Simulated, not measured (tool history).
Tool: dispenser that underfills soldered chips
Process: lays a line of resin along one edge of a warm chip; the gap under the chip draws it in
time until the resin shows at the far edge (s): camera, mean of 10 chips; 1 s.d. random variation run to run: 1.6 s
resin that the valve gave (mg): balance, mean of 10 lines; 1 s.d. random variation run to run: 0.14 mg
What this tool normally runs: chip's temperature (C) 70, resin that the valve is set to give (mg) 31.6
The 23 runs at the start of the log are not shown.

run   hour  chip's temperature (C)  resin that the valve is set to give (mg)  hours of work since the syringe was changed  hours of work since the valve was cleaned  hours of work since the stage was calibrated  time until the resin shows at the far edge (s)  resin that the valve gave (mg)
 24  200.7                      72                                      31.6                                            9                                          8                                           338                                           191.7                            31.4
     201.7  -- new syringe of resin
 25  211.8                      59                                      31.3                                            7                                         15                                           345                                           312.8                           30.85
     215.7  -- new syringe of resin
 26  222.5                      71                                      38.9                                            4                                         22                                           352                                             163                           38.59
     230.1  -- new syringe of resin
 27  234.5                      79                                      32.2                                            3                                         30                                           360                                           110.7                           31.72
       244  -- new syringe of resin
 28    244                      79                                      32.2                                            0                                         36                                           366                                            98.5                           31.58
 29    250                      64                                      40.4                                            4                                         40                                           370                                           219.2                           39.56
       258  -- new syringe of resin
 30    258                      58                                      36.7                                            0                                         45                                           375                                           246.4                           35.94
 31  264.3                      63                                      32.3                                            4                                         49                                           379                                           233.2                           31.41
 32  271.3                      81                                      40.6                                            9                                         54                                           383                                           126.6                           39.16
     272.3  -- new syringe of resin
 33  279.2                      81                                      34.3                                            5                                         59                                           388                                           107.7                           33.39
 34    285                      85                                      26.9                                            8                                         63                                           392                                           108.2                           26.14
     286.6  -- new syringe of resin
 35  295.8                      78                                        41                                            6                                         69                                           399                                           126.9                           39.63

Consider 3 possible next runs. They are alternatives, not a sequence: every one starts from the tool as it was left by run 35. What does each give?
     300.8  -- new syringe of resin
  A  301.3                      62                                        31                                            0                                         73                                           403                                               ?                               ?
     300.8  -- new syringe of resin
  B  301.3                      83                                      31.1                                            0                                         73                                           403                                               ?                               ?
     300.8  -- new syringe of resin
  C  301.3                      64                                      32.2                                            0                                         73                                           403                                               ?                               ?

run  time until the resin shows at the far edge (s)  resin that the valve gave (mg)
  A                                           208.5                           29.96
  B                                            83.1                           29.84
  C                                           188.4                           31.17
Without the tool's unlogged condition, the same runs would have read:
run  time until the resin shows at the far edge (s)  resin that the valve gave (mg)
  A                                           231.6                           31.03
  B                                            91.1                            30.9
  C                                             209                           32.27

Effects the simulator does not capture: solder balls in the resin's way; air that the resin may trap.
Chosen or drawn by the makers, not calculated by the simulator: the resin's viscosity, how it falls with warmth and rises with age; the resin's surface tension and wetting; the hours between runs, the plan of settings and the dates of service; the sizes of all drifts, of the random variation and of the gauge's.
